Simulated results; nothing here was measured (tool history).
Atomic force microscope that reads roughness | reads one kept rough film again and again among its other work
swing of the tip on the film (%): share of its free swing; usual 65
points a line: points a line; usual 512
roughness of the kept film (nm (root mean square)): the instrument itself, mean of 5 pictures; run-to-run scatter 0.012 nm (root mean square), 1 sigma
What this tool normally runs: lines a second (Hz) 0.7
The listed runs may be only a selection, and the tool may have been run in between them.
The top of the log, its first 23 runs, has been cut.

| run | hour | lines a second (Hz) | swing of the tip on the film (%) | points a line | roughness of the kept film (nm (root mean square)) |
|---|---|---|---|---|---|
| 24 | 824.4 | 0.7 | 65 | 512 | 2.342 |
| 25 | 855.5 | 3.75 | 82 | 654 | 1.736 |
| 26 | 880 | 3.75 | 82 | 654 | 1.648 |
| 27 | 914.3 | 1.127 | 80 | 512 | 1.823 |
|  | 935.3 | new tip fitted |
| 28 | 950.6 | 0.7 | 65 | 317 | 2.657 |
| 29 | 999.3 | 0.755 | 69 | 512 | 2.307 |
| 30 | 1034.5 | 0.755 | 69 | 512 | 2.108 |
| 31 | 1072.3 | 0.755 | 69 | 512 | 1.953 |
|  | 1107.3 | new tip fitted |
| 32 | 1124.7 | 0.755 | 69 | 512 | 2.596 |
| 33 | 1175.6 | 2.207 | 69 | 603 | 2.156 |
| 34 | 1220 | 2.207 | 75 | 977 | 1.893 |
| 35 | 1251.2 | 0.837 | 70 | 319 | 1.896 |
|  | 1276.9 | new tip fitted |
| 36 | 1278.8 | 0.837 | 69 | 319 | 2.713 |
| 37 | 1301.3 | 0.837 | 69 | 319 | 2.519 |
| 38 | 1351.8 | 0.6 | 69 | 426 | 2.241 |
| 39 | 1398.3 | 0.6 | 69 | 426 | 2.032 |
| 40 | 1424.1 | 1.349 | 69 | 498 | 1.896 |
|  | 1446 | new tip fitted |
| 41 | 1476.8 | 1.349 | 69 | 498 | 2.434 |

Predict each of these 4 candidate next runs independently; none follows another, all start after run 41:
| A | 1528.8 | 2.87 | 57 | 328 | ? |
| B | 1528.8 | 1.902 | 83 | 789 | ? |
| C | 1528.8 | 0.7 | 65 | 362 | ? |
| D | 1528.8 | 0.7 | 65 | 334 | ? |

| run | roughness of the kept film (nm (root mean square)) |
|---|---|
| A | 2.137 |
| B | 1.979 |
| C | 2.214 |
| D | 2.222 |
With the hidden condition removed and each run's random variation left untouched, the same runs would have given:
| run | roughness of the kept film (nm (root mean square)) |
|---|---|
| A | 2.706 |
| B | 2.507 |
| C | 2.802 |
| D | 2.813 |
